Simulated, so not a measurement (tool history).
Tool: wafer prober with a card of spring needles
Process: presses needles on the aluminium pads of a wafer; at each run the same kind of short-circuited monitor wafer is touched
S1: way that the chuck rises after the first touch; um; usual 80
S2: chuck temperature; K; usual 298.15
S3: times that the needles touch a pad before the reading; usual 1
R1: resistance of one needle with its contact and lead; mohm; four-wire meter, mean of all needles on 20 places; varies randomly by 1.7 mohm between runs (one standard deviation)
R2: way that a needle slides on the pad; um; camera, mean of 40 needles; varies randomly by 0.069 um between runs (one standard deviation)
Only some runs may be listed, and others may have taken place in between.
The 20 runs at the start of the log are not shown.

{"run": 21, "hour": 387.4, "S1": 74, "S2": 307.15, "S3": 2, "R1": 169, "R2": 15.85}
{"hour": 389.6, "done": "tips cleaned on abrasive film"}
{"run": 22, "hour": 407.2, "S1": 74, "S2": 307.15, "S3": 2, "R1": 166, "R2": 15.71}
{"hour": 409.9, "done": "tips cleaned on abrasive film"}
{"run": 23, "hour": 425.4, "S1": 74, "S2": 307.15, "S3": 2, "R1": 168, "R2": 15.73}
{"hour": 430.7, "done": "tips cleaned on abrasive film"}
{"run": 24, "hour": 446.5, "S1": 74, "S2": 338.15, "S3": 1, "R1": 175, "R2": 15.73}
{"hour": 451.4, "done": "tips cleaned on abrasive film"}
{"hour": 458.7, "done": "height of the first contact set anew"}
{"run": 25, "hour": 461.1, "S1": 80, "S2": 385.15, "S3": 2, "R1": 183, "R2": 17.09}
{"hour": 470.9, "done": "tips cleaned on abrasive film"}
{"run": 26, "hour": 478.4, "S1": 67, "S2": 368.15, "S3": 2, "R1": 187, "R2": 14.21}
{"hour": 491.0, "done": "tips cleaned on abrasive film"}
{"run": 27, "hour": 504.1, "S1": 80, "S2": 298.15, "S3": 2, "R1": 168, "R2": 16.87}
{"hour": 511.2, "done": "tips cleaned on abrasive film"}
{"run": 28, "hour": 526.7, "S1": 70, "S2": 349.15, "S3": 1, "R1": 176, "R2": 14.92}
{"hour": 530.7, "done": "tips cleaned on abrasive film"}
{"hour": 550.9, "done": "tips cleaned on abrasive film"}
{"run": 29, "hour": 551.0, "S1": 70, "S2": 305.15, "S3": 3, "R1": 169, "R2": 14.75}
{"run": 30, "hour": 564.9, "S1": 94, "S2": 298.15, "S3": 2, "R1": 165, "R2": 19.78}
{"hour": 571.9, "done": "tips cleaned on abrasive film"}
{"hour": 591.9, "done": "tips cleaned on abrasive film"}
{"run": 31, "hour": 591.9, "S1": 79, "S2": 298.15, "S3": 2, "R1": 169, "R2": 16.59}
{"hour": 613.0, "done": "tips cleaned on abrasive film"}
{"run": 32, "hour": 614.1, "S1": 79, "S2": 298.15, "S3": 2, "R1": 167, "R2": 16.49}

Alternative continuations, all from the tool just after run 32; predict every row:
{"hour": 632.8, "done": "tips cleaned on abrasive film"}
{"run": "A", "hour": 632.8, "S1": 72, "S2": 298.15, "S3": 2, "R1": "?", "R2": "?"}
{"hour": 632.8, "done": "tips cleaned on abrasive film"}
{"run": "B", "hour": 632.8, "S1": 81, "S2": 339.15, "S3": 1, "R1": "?", "R2": "?"}
{"hour": 632.8, "done": "tips cleaned on abrasive film"}
{"run": "C", "hour": 632.8, "S1": 90, "S2": 327.15, "S3": 1, "R1": "?", "R2": "?"}
{"hour": 632.8, "done": "tips cleaned on abrasive film"}
{"run": "D", "hour": 632.8, "S1": 68, "S2": 360.15, "S3": 1, "R1": "?", "R2": "?"}

run=A R1=165 R2=15.03
run=B R1=172 R2=16.99
run=C R1=168 R2=18.9
run=D R1=180 R2=14.24
Had the tool no hidden state, the same runs would have come out as:
run=A R1=165 R2=15.46
run=B R1=172 R2=17.47
run=C R1=168 R2=19.44
run=D R1=180 R2=14.65
